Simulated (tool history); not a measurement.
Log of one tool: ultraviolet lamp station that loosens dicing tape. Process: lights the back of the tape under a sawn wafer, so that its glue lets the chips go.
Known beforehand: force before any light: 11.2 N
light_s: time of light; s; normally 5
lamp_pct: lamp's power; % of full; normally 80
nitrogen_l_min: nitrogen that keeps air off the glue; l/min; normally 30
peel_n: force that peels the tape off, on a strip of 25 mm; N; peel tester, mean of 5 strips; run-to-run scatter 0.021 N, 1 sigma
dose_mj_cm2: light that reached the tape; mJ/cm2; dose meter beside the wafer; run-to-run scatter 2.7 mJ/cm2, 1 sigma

run,hour,light_s,lamp_pct,nitrogen_l_min,peel_n,dose_mj_cm2
1,0.0,5,80,30,1.632,291
2,51.1,5,80,30,1.721,285
3,80.8,5,80,30,1.806,279
4,120.5,5,80,30,1.812,267
5,171.9,5,80,30,1.986,267
6,228.9,5,80,30,2.131,251
7,284.3,5,80,30,2.296,243
8,318.7,5,80,30,2.325,234
9,350.8,5,80,30,1.805,276
10,396.2,8,81,30,0.755,430
11,445.3,8,81,30,0.770,426
12,481.1,8,81,30,0.801,412
13,543.5,8,81,30,0.880,397
14,597.5,8,63,22,1.902,298
15,638.6,2,78,13,7.110,90

Missing from the log above: 2 entries noted between runs. For each, name the pair of listed runs it sits between and say how the tool's hidden condition differs from the listed run just before to the listed run just after:
Between runs 5 and 6: window cleaned of glue's vapour (hour 189.9)
  lamp's light, % of a new lamp's: 79 -> 77.6; light that the window lets through, % of a clean one's: 90.2 -> 86.9
  measured minus no-state result, peel_n: +0.934 -> +1.095 N; dose_mj_cm2: -106 -> -121 mJ/cm2
Between runs 8 and 9: window cleaned of glue's vapour, once more (hour 346.8)
  lamp's light, % of a new lamp's: 75.7 -> 75; light that the window lets through, % of a clean one's: 84.3 -> 99.6
  measured minus no-state result, peel_n: +1.291 -> +0.767 N; dose_mj_cm2: -133 -> -93 mJ/cm2
